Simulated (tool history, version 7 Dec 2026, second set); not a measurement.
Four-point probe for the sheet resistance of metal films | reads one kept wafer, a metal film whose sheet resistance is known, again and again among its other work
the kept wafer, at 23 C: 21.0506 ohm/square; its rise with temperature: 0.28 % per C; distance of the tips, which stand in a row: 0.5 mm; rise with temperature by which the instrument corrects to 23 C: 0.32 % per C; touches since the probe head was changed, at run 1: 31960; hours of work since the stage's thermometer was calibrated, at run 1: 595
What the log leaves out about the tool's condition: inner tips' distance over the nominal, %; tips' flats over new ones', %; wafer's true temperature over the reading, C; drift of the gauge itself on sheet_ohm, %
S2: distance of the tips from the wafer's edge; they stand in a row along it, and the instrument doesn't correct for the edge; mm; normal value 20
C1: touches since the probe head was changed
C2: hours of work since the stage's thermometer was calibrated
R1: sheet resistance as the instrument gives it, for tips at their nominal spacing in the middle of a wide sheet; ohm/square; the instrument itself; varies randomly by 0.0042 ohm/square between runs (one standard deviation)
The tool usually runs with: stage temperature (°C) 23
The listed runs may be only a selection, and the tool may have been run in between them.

{"run": 1, "hour": 0.0, "stage temperature (°C)": 23, "S2": 20, "C1": 31960, "C2": 595, "R1": 21.135517}
{"run": 2, "hour": 73.0, "stage temperature (°C)": 23, "S2": 20, "C1": 34254, "C2": 629, "R1": 21.136496}
{"run": 3, "hour": 158.0, "stage temperature (°C)": 23, "S2": 20, "C1": 36921, "C2": 669, "R1": 21.148118}
{"run": 4, "hour": 220.6, "stage temperature (°C)": 23, "S2": 20, "C1": 38887, "C2": 698, "R1": 21.142491}
{"run": 5, "hour": 292.6, "stage temperature (°C)": 23, "S2": 20, "C1": 41147, "C2": 732, "R1": 21.152368}
{"run": 6, "hour": 358.3, "stage temperature (°C)": 28, "S2": 8, "C1": 43211, "C2": 762, "R1": 21.144832}
{"run": 7, "hour": 427.9, "stage temperature (°C)": 26, "S2": 31, "C1": 45397, "C2": 795, "R1": 21.13123}
{"run": 8, "hour": 514.9, "stage temperature (°C)": 26, "S2": 31, "C1": 48127, "C2": 835, "R1": 21.130196}
{"run": 9, "hour": 593.2, "stage temperature (°C)": 26, "S2": 31, "C1": 50586, "C2": 872, "R1": 21.140989}
{"run": 10, "hour": 677.3, "stage temperature (°C)": 22, "S2": 5, "C1": 53228, "C2": 911, "R1": 21.29386}

Predict each of these 3 candidate next runs independently; none follows another, all start after run 10:
{"run": "A", "hour": 760.8, "stage temperature (°C)": 22, "S2": 72, "C1": 55850, "C2": 950, "R1": "?"}
{"run": "B", "hour": 760.8, "stage temperature (°C)": 28, "S2": 14, "C1": 55850, "C2": 950, "R1": "?"}
{"run": "C", "hour": 760.8, "stage temperature (°C)": 23, "S2": 15, "C1": 55850, "C2": 950, "R1": "?"}

run=A R1=21.187345
run=B R1=21.138436
run=C R1=21.182879
Without the tool's hidden state the same runs would have given:
run=A R1=21.064114
run=B R1=21.015823
run=C R1=21.059734
